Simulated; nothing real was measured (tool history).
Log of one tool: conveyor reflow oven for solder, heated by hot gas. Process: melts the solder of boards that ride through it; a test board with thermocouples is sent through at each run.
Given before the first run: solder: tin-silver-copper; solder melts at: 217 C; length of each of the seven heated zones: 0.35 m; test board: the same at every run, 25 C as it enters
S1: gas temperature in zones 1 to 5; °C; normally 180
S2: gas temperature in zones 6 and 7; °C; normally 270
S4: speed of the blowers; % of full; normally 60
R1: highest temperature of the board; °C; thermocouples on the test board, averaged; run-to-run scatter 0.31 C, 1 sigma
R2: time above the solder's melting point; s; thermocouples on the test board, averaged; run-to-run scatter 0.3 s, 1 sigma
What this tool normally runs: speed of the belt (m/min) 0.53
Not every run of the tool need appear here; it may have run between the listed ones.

Run 1, hour 0: usual settings. Result: R1 251.5 °C, R2 59.4 s.
Run 2, hour 65.5: usual settings. Result: R1 250.6 °C, R2 58.8 s.
Run 3, hour 99.4: usual settings. Result: R1 250.9 °C, R2 59.1 s.
Run 4, hour 155.8: usual settings but S4 88 % of full. Result: R1 256.6 °C, R2 65.4 s.
Run 5, hour 218.9: usual settings but S4 88 % of full. Result: R1 256.2 °C, R2 65 s.
Run 6, hour 263: usual settings but speed of the belt (m/min) 0.446. Result: R1 255.3 °C, R2 76.1 s.
Run 7, hour 295.1: usual settings but S4 52 % of full. Result: R1 247.2 °C, R2 56.2 s.
Run 8, hour 368.6: usual settings but S4 52 % of full. Result: R1 247 °C, R2 55.4 s.
Run 9, hour 441.8: usual settings but S4 52 % of full. Result: R1 246.5 °C, R2 55.5 s.
Run 10, hour 491.9: usual settings but S4 52 % of full. Result: R1 246.4 °C, R2 55.1 s.
Run 11, hour 549.7: usual settings. Result: R1 249.4 °C, R2 58.3 s.
Run 12, hour 601.1: usual settings. Result: R1 248.2 °C, R2 58 s.
Run 13, hour 672.4: usual settings. Result: R1 248 °C, R2 57.7 s.
Run 14, hour 748.6: usual settings. Result: R1 250.5 °C, R2 60.5 s.
Run 15, hour 822.3: usual settings. Result: R1 250.2 °C, R2 60.3 s.
Run 16, hour 896.2: usual settings but S1 167 °C, speed of the belt (m/min) 0.518. Result: R1 248.9 °C, R2 55 s.
Run 17, hour 958.4: usual settings but S1 170 °C, S2 267 °C, S4 82 % of full. Result: R1 250.5 °C, R2 58.1 s.
Run 18, hour 997.7: usual settings but S1 170 °C, S2 267 °C, S4 82 % of full. Result: R1 250.2 °C, R2 58.5 s.
Run 19, hour 1043.9: usual settings but S1 194 °C. Result: R1 252.7 °C, R2 68.1 s.
Run 20, hour 1080.9: usual settings but S1 194 °C. Result: R1 252.1 °C, R2 66.3 s.
Run 21, hour 1124: usual settings but S1 165 °C, S2 276 °C, speed of the belt (m/min) 0.457. Result: R1 256 °C, R2 68.1 s.
Run 22, hour 1184.4: usual settings but S1 184 °C, speed of the belt (m/min) 0.607. Result: R1 244.3 °C, R2 46.1 s.
Run 23, hour 1221.3: usual settings but S1 170 °C, S2 279 °C, speed of the belt (m/min) 0.487, S4 51 % of full. Result: R1 253.8 °C, R2 62.6 s.
Run 24, hour 1274.9: usual settings but S1 172 °C, speed of the belt (m/min) 0.447. Result: R1 251.6 °C, R2 69.1 s.
Run 25, hour 1344.3: usual settings but S2 262 °C. Result: R1 241 °C, R2 50.5 s.
Run 26, hour 1421.1: usual settings but S2 261 °C, S4 63 % of full. Result: R1 242.8 °C, R2 53.6 s.
Run 27, hour 1477.7: usual settings but S1 193 °C, S4 69 % of full. Result: R1 254.6 °C, R2 69.4 s.
Run 28, hour 1521.4: usual settings but S1 177 °C, S2 276 °C, S4 55 % of full. Result: R1 254.7 °C, R2 60.8 s.
Run 29, hour 1592: usual settings but S1 177 °C, S2 276 °C, S4 55 % of full. Result: R1 254 °C, R2 60.6 s.

Taken out of this log: 5 entries between the listed runs. Where each belongs, and how the hidden state differs across it:
After run 13, before run 14: belt drive overhauled, speed set with a stopwatch (hour 683.4); flux residue cleaned out of gas plates and filters (hour 708.6)
  heat that the gas passes to the board, % of a clean oven's: 89.9 -> 99; belt's true speed, % of the reading: 98.57 -> 98.24; true gas temperature in zones 6 and 7 over the reading, C: -1.42 -> -1.52
  the result without the hidden state subtracted from the measured one, R1: -3.4 -> -0.9 °C; R2: -2.4 -> +0.5 s
After run 19, before run 20: belt drive overhauled, speed set with a stopwatch, once more (hour 1073.6)
  heat that the gas passes to the board, % of a clean oven's: 94.7 -> 94.2; belt's true speed, % of the reading: 97.68 -> 100.01; true gas temperature in zones 6 and 7 over the reading, C: -1.93 -> -1.98
  the result without the hidden state subtracted from the measured one, R1: -2 -> -2.8 °C; R2: +0.1 -> -2.3 s
After run 25, before run 26: flux residue cleaned out of gas plates and filters (hour 1414.5)
  heat that the gas passes to the board, % of a clean oven's: 90.7 -> 99.6; belt's true speed, % of the reading: 99.51 -> 99.39; true gas temperature in zones 6 and 7 over the reading, C: -2.37 -> -2.48
  the result without the hidden state subtracted from the measured one, R1: -4.1 -> -2 °C; R2: -4.7 -> -1.4 s
After run 27, before run 28: thermocouples of zones 6 and 7 changed (hour 1494.8)
  heat that the gas passes to the board, % of a clean oven's: 98.8 -> 98.3; belt's true speed, % of the reading: 99.28 -> 99.2; true gas temperature in zones 6 and 7 over the reading, C: -2.56 -> 0.4
  the result without the hidden state subtracted from the measured one, R1: -2.2 -> +0.2 °C; R2: -0.8 -> +0.6 s
